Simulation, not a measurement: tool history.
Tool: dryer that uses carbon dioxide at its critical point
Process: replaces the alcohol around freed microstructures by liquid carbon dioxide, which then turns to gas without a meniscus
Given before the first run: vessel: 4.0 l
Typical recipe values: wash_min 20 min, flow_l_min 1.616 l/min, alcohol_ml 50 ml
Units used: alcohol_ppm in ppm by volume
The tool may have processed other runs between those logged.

| run | day | wash_min | flow_l_min | alcohol_ml | alcohol_ppm |
|---|---|---|---|---|---|
| 1 | 0.000 | 20 | 1.616 | 50 | 60 |
| 2 | 0.967 | 20 | 1.616 | 50 | 64 |
| 3 | 1.675 | 20 | 1.616 | 51 | 76 |
| 4 | 2.362 | 20 | 2.310 | 50 | 41 |
| 5 | 3.079 | 20 | 1.616 | 50 | 78 |
| 6 | 4.017 | 20 | 2.100 | 50 | 66 |
| 7 | 4.688 | 20 | 2.100 | 50 | 50 |
| 8 | 5.221 | 20 | 2.100 | 50 | 69 |
|  | 5.521 | inlet filter changed |
| 9 | 6.108 | 29 | 1.616 | 50 | 60 |
| 10 | 7.021 | 29 | 1.616 | 50 | 71 |
| 11 | 7.450 | 29 | 1.616 | 50 | 65 |
| 12 | 7.942 | 20 | 1.616 | 45 | 89 |
| 13 | 8.746 | 21 | 1.616 | 50 | 90 |
| 14 | 9.396 | 21 | 1.616 | 50 | 94 |
| 15 | 10.125 | 21 | 1.616 | 50 | 89 |
| 16 | 11.038 | 20 | 1.616 | 50 | 92 |
| 17 | 11.904 | 20 | 1.616 | 50 | 104 |
| 18 | 12.342 | 25 | 1.616 | 50 | 89 |
| 19 | 13.100 | 25 | 2.510 | 50 | 90 |
| 20 | 14.000 | 25 | 2.510 | 50 | 93 |
| 21 | 14.958 | 25 | 2.510 | 50 | 93 |
| 22 | 15.750 | 20 | 1.840 | 50 | 104 |
| 23 | 16.500 | 20 | 1.616 | 50 | 114 |
| 24 | 17.075 | 20 | 1.616 | 50 | 127 |
| 25 | 17.592 | 12 | 1.616 | 117 | 749 |
| 26 | 18.004 | 13 | 1.616 | 50 | 313 |
| 27 | 19.000 | 18 | 1.580 | 69 | 181 |
| 28 | 19.612 | 18 | 1.580 | 69 | 180 |
| 29 | 20.592 | 18 | 1.240 | 112 | 509 |
| 30 | 21.146 | 18 | 2.570 | 61 | 111 |
| 31 | 21.979 | 27 | 1.616 | 25 | 118 |
| 32 | 22.925 | 27 | 1.616 | 25 | 128 |
| 33 | 23.442 | 27 | 1.616 | 25 | 125 |
| 34 | 24.171 | 27 | 1.616 | 25 | 131 |
|  | 24.996 | inlet filter changed |
| 35 | 25.042 | 26 | 1.580 | 110 | 130 |
| 36 | 25.908 | 14 | 1.120 | 38 | 502 |
| 37 | 26.650 | 24 | 2.240 | 50 | 130 |
| 38 | 27.179 | 24 | 2.240 | 50 | 137 |
| 39 | 27.938 | 19 | 1.030 | 50 | 386 |
| 40 | 28.638 | 20 | 2.440 | 54 | 143 |
| 41 | 29.429 | 20 | 1.150 | 106 | 392 |
| 42 | 30.233 | 20 | 1.690 | 21 | 155 |
| 43 | 31.017 | 21 | 2.050 | 39 | 152 |
| 44 | 31.971 | 32 | 1.616 | 37 | 154 |
| 45 | 32.925 | 19 | 1.350 | 75 | 277 |
| 46 | 33.412 | 23 | 1.000 | 21 | 218 |
| 47 | 34.154 | 28 | 1.630 | 50 | 169 |

Measured result minus the same run's result without the hidden state. Both carry the same run-to-run variation, though not necessarily the same gauge scatter:
The tool's hidden condition here consists of: flow that reaches the vessel past the clogged filter, %; alcohol in the recycled carbon dioxide, ppm; drift of the gauge itself on alcohol_ppm, %.
| run | alcohol_ppm |
|---|---|
| 1 | +44 |
| 2 | +47 |
| 3 | +50 |
| 4 | +41 |
| 5 | +57 |
| 6 | +52 |
| 7 | +50 |
| 8 | +57 |
| 9 | +56 |
| 10 | +61 |
| 11 | +62 |
| 12 | +67 |
| 13 | +69 |
| 14 | +71 |
| 15 | +75 |
| 16 | +76 |
| 17 | +84 |
| 18 | +82 |
| 19 | +84 |
| 20 | +87 |
| 21 | +88 |
| 22 | +96 |
| 23 | +102 |
| 24 | +103 |
| 25 | +238 |
| 26 | +148 |
| 27 | +126 |
| 28 | +130 |
| 29 | +224 |
| 30 | +111 |
| 31 | +113 |
| 32 | +121 |
| 33 | +120 |
| 34 | +124 |
| 35 | +127 |
| 36 | +133 |
| 37 | +130 |
| 38 | +136 |
| 39 | +153 |
| 40 | +141 |
| 41 | +164 |
| 42 | +147 |
| 43 | +147 |
| 44 | +153 |
| 45 | +177 |
| 46 | +169 |
| 47 | +163 |
